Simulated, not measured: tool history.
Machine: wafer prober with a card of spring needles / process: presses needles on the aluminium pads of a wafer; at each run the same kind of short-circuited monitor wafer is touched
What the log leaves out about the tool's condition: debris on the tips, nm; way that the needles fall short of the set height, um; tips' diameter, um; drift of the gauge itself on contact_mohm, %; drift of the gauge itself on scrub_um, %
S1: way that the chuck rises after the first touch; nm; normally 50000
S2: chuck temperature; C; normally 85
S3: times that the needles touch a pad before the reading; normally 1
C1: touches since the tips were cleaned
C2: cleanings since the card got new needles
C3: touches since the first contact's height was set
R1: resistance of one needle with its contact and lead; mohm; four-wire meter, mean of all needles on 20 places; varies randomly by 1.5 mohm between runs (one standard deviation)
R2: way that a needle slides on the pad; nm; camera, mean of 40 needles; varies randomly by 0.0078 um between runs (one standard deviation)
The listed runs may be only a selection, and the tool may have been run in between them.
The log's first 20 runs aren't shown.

run	hour	S1	S2	S3	C1	C2	C3	R1	R2
# hour 131: tips cleaned on abrasive film
21	133.3	70000	55	1	1095	15	117485	146	9623
22	142.3	70000	106	1	5403	15	121793	177	9617
# hour 146.3: tips cleaned on abrasive film
23	148.5	33000	42	1	1038	16	124688	213	4485
24	153.6	44000	42	1	3460	16	127110	224	6005
25	161.3	30000	30	1	7173	16	130823	407	4057
# hour 161.9: tips cleaned on abrasive film
26	170.3	57000	87	1	4000	17	135080	192	7795
27	175.1	57000	87	1	6281	17	137361	203	7800
# hour 177.5: tips cleaned on abrasive film
28	179.3	59000	85	2	860	18	139342	142	8086
29	188.1	57000	85	1	5059	18	143541	197	7795
# hour 192.7: tips cleaned on abrasive film
30	194.3	57000	85	1	767	19	146480	156	7793

Forecast run 31:
# hour 200.7: height of the first contact set anew
31	202.5	57000	26	3	4518	19	855	?	?

Run 31 gave R1 147 mohm, R2 7902 nm.
Had the tool carried no hidden state, the very same run would have given R1 122 mohm, R2 7902 nm.
